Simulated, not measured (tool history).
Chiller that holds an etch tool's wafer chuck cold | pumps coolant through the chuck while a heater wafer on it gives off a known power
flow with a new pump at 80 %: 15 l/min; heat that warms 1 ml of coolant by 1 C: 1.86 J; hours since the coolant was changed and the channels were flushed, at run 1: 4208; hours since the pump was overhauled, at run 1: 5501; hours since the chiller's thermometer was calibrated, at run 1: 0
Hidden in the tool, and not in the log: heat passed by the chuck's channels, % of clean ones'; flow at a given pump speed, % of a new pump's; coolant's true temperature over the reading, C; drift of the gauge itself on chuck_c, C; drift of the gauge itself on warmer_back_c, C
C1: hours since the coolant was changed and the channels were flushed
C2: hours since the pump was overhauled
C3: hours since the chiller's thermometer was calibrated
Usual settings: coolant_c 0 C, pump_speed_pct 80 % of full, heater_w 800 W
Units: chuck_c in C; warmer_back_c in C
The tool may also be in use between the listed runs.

Run 1, day 0.000: usual settings; C1 4208; C2 5501; C3 0. Result: chuck_c 4.6 C, warmer_back_c 1.71 C.
Run 2, day 2.862: usual settings; C1 4277; C2 5570; C3 69. Result: chuck_c 4.5 C, warmer_back_c 1.71 C.
Run 3, day 5.792: usual settings; C1 4347; C2 5640; C3 139. Result: chuck_c 4.8 C, warmer_back_c 1.71 C.
Run 4, day 9.938: usual settings; C1 4446; C2 5739; C3 238. Result: chuck_c 4.5 C, warmer_back_c 1.68 C.
Run 5, day 11.738: usual settings; C1 4490; C2 5783; C3 282. Result: chuck_c 4.8 C, warmer_back_c 1.66 C.
Run 6, day 14.446: usual settings; C1 4555; C2 5848; C3 347. Result: chuck_c 4.5 C, warmer_back_c 1.67 C.
Run 7, day 17.779: usual settings; C1 4635; C2 5928; C3 427. Result: chuck_c 4.6 C, warmer_back_c 1.66 C.
Run 8, day 22.088: usual settings; C1 4738; C2 6031; C3 530. Result: chuck_c 4.6 C, warmer_back_c 1.64 C.
Run 9, day 24.729: usual settings but heater_w 678 W; C1 4801; C2 6094; C3 594. Result: chuck_c 4.0 C, warmer_back_c 1.38 C.
Run 10, day 28.088: usual settings but heater_w 466 W; C1 4882; C2 6175; C3 674. Result: chuck_c 2.6 C, warmer_back_c 0.89 C.
Run 11, day 30.333: usual settings but pump_speed_pct 91 % of full, heater_w 466 W; C1 4936; C2 6229; C3 728. Result: chuck_c 2.6 C, warmer_back_c 0.73 C.
Run 12, day 32.467: usual settings but pump_speed_pct 91 % of full, heater_w 466 W; C1 4987; C2 6280; C3 779. Result: chuck_c 2.5 C, warmer_back_c 0.73 C.
Run 13, day 36.004: usual settings but pump_speed_pct 91 % of full, heater_w 466 W; C1 5072; C2 6365; C3 864. Result: chuck_c 2.4 C, warmer_back_c 0.73 C.
Run 14, day 39.608: usual settings; C1 5159; C2 6451; C3 951. Result: chuck_c 4.5 C, warmer_back_c 1.56 C.
Run 15, day 42.225: usual settings; C1 5221; C2 6514; C3 1013. Result: chuck_c 4.7 C, warmer_back_c 1.55 C.
Run 16, day 44.088: usual settings but heater_w 1117 W; C1 5266; C2 6559; C3 1058. Result: chuck_c 6.5 C, warmer_back_c 2.23 C.
Run 17, day 46.517: usual settings but coolant_c 4 C, pump_speed_pct 69 % of full, heater_w 739 W; C1 5324; C2 6617; C3 1116. Result: chuck_c 8.9 C, warmer_back_c 1.68 C.
Run 18, day 50.412: usual settings but coolant_c 4 C, pump_speed_pct 99 % of full, heater_w 448 W; C1 5418; C2 6711; C3 1210. Result: chuck_c 6.3 C, warmer_back_c 0.54 C.
Run 19, day 52.854: usual settings but coolant_c 4 C, pump_speed_pct 99 % of full, heater_w 448 W; C1 5476; C2 6769; C3 1268. Result: chuck_c 6.3 C, warmer_back_c 0.54 C.
Run 20, day 57.246: usual settings but coolant_c 4 C, pump_speed_pct 99 % of full, heater_w 448 W; C1 5582; C2 6875; C3 1374. Result: chuck_c 6.3 C, warmer_back_c 0.53 C.
Run 21, day 60.350: usual settings but coolant_c 4 C, pump_speed_pct 99 % of full, heater_w 448 W; C1 5656; C2 6949; C3 1448. Result: chuck_c 6.4 C, warmer_back_c 0.53 C.
Run 22, day 64.462: usual settings but pump_speed_pct 81 % of full; C1 5755; C2 7048; C3 1547. Result: chuck_c 4.8 C, warmer_back_c 1.44 C.
Run 23, day 66.996: usual settings but pump_speed_pct 66 % of full, heater_w 556 W; C1 5816; C2 7109; C3 1608. Result: chuck_c 3.7 C, warmer_back_c 1.23 C.
Run 24, day 71.062: usual settings but pump_speed_pct 67 % of full, heater_w 588 W; C1 5913; C2 7206; C3 1706. Result: chuck_c 3.8 C, warmer_back_c 1.26 C.
Run 25, day 73.408: usual settings but pump_speed_pct 67 % of full, heater_w 588 W; C1 5970; C2 7263; C3 1762. Result: chuck_c 3.7 C, warmer_back_c 1.24 C.
Run 26, day 77.742: usual settings but pump_speed_pct 87 % of full, heater_w 414 W; C1 6074; C2 7367; C3 1866. Result: chuck_c 2.3 C, warmer_back_c 0.49 C.
Run 27, day 79.975: usual settings but coolant_c -6 C, pump_speed_pct 87 % of full, heater_w 528 W; C1 6127; C2 7420; C3 1919. Result: chuck_c -3.1 C, warmer_back_c 0.69 C.
Run 28, day 83.679: usual settings but coolant_c -4 C, heater_w 811 W; C1 6216; C2 7509; C3 2008. Result: chuck_c 0.9 C, warmer_back_c 1.41 C.
Run 29, day 85.542: usual settings but coolant_c 10 C, pump_speed_pct 60 % of full, heater_w 484 W; C1 6261; C2 7554; C3 2053. Result: chuck_c 13.5 C, warmer_back_c 1.08 C.
Run 30, day 88.162: usual settings but coolant_c 10 C, pump_speed_pct 60 % of full, heater_w 484 W; C1 6324; C2 7617; C3 2116. Result: chuck_c 13.3 C, warmer_back_c 1.07 C.
Run 31, day 92.096: usual settings but coolant_c 10 C, pump_speed_pct 60 % of full, heater_w 484 W; C1 6418; C2 7711; C3 2210. Result: chuck_c 13.5 C, warmer_back_c 1.05 C.

Forecast each of these 5 alternatives for the next run:
Run A, day 94.808: usual settings but coolant_c 10 C, pump_speed_pct 87 % of full, heater_w 484 W; C1 6483; C2 7776; C3 2275. Result: chuck_c ?, warmer_back_c ?.
Run B, day 94.808: usual settings but coolant_c 2 C, pump_speed_pct 95 % of full, heater_w 498 W; C1 6483; C2 7776; C3 2275. Result: chuck_c ?, warmer_back_c ?.
Run C, day 94.808: usual settings but coolant_c -1 C; C1 6483; C2 7776; C3 2275. Result: chuck_c ?, warmer_back_c ?.
Run D, day 94.808: usual settings but coolant_c -5 C, pump_speed_pct 99 % of full; C1 6483; C2 7776; C3 2275. Result: chuck_c ?, warmer_back_c ?.
Run E, day 94.808: usual settings but coolant_c -1 C, pump_speed_pct 63 % of full, heater_w 469 W; C1 6483; C2 7776; C3 2275. Result: chuck_c ?, warmer_back_c ?.

run  chuck_c  warmer_back_c
  A     12.7           0.58
  B      4.7           0.51
  C      3.5           1.32
  D     -0.9           1.00
  E      2.1           0.94
Without the tool's hidden state the same runs would have given:
run  chuck_c  warmer_back_c
  A     12.7           0.95
  B      4.7           0.88
  C      3.5           1.70
  D     -1.0           1.38
  E      2.1           1.32

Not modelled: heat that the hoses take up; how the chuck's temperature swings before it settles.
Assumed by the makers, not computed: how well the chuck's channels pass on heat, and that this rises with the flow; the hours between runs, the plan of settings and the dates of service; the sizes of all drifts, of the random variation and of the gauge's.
